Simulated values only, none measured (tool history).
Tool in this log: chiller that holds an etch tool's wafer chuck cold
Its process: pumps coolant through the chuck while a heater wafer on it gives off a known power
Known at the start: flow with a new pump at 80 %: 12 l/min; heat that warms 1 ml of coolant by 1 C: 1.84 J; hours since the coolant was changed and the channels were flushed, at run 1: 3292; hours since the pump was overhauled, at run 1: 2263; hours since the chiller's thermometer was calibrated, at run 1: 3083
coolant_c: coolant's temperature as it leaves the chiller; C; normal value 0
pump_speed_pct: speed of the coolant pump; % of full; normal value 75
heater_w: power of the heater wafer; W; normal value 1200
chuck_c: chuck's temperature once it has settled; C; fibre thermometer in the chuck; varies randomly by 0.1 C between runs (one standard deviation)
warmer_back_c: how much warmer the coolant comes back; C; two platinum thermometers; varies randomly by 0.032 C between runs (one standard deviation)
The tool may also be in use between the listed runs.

run,day,coolant_c,pump_speed_pct,heater_w,hours since the coolant was changed and the channels were flushed,hours since the pump was overhauled,hours since the chiller's thermometer was calibrated,chuck_c,warmer_back_c
1,0.000,0,75,1200,3292,2263,3083,10.1,3.62
2,2.171,0,75,1200,3344,2315,3135,10.2,3.64
3,5.321,0,75,825,3420,2391,3211,7.1,2.55
4,6.821,0,75,825,3456,2427,3247,7.2,2.54
5,9.825,0,75,825,3528,2499,3319,7.0,2.50
6,12.304,0,75,1200,3587,2558,3378,10.3,3.67
7,14.425,0,75,1200,3638,2609,3429,10.2,3.61
8,15.825,0,88,1200,3672,2643,3463,9.3,3.18
9,19.017,0,75,1200,3748,2719,3539,10.4,3.67
10,21.867,0,75,1200,3817,2788,3608,10.3,3.62
11,23.571,0,75,1200,3858,2829,3649,10.3,3.66
12,24.921,0,92,1200,3890,2861,3681,9.2,2.97
13,27.125,0,75,1200,3943,2914,3734,10.5,3.65
14,29.904,0,75,1200,4010,2981,3801,10.5,3.66
15,31.254,0,75,1200,4042,3013,3833,10.6,3.73
16,33.567,0,75,1182,4097,3069,3889,10.4,3.62
17,36.075,-7,75,1752,4158,3129,3949,8.2,5.39
18,39.275,4,62,1117,4234,3206,4026,15.2,4.17
19,42.525,7,62,1738,4312,3283,4104,24.2,6.47
20,43.892,-2,84,694,4345,3316,4136,4.0,1.96
21,46.779,-4,93,1582,4415,3386,4206,8.3,3.92
22,48.371,5,61,845,4453,3424,4244,13.6,3.21
23,50.283,5,61,845,4499,3470,4290,13.9,3.19
24,52.854,-5,75,1315,4560,3531,4351,6.7,4.06
# day 53.679: chiller's thermometer calibrated
25,54.888,8,73,648,4608,3579,29,13.8,2.08
26,56.279,8,73,648,4642,3613,62,13.9,2.05
27,59.446,8,73,648,4718,3689,138,13.8,2.04
28,62.538,-7,99,927,4792,3763,213,-0.2,2.12
29,65.550,0,75,1002,4864,3835,285,8.9,3.09
30,67.367,10,90,1200,4908,3879,329,19.2,3.12
31,70.133,3,72,1180,4974,3945,395,13.8,3.85

Predict each of these 4 candidate next runs independently; none follows another, all start after run 31:
A,71.725,8,91,858,5012,3983,433,?,?
B,71.725,-6,75,1200,5012,3983,433,?,?
C,71.725,3,97,1180,5012,3983,433,?,?
D,71.725,3,72,1009,5012,3983,433,?,?

run,chuck_c,warmer_back_c
A,14.6,2.21
B,4.6,3.70
C,11.9,2.86
D,12.2,3.30
With the hidden condition removed and each run's random variation left untouched, the same runs would have given:
run,chuck_c,warmer_back_c
A,13.4,2.05
B,2.8,3.42
C,10.4,2.65
D,10.6,3.06
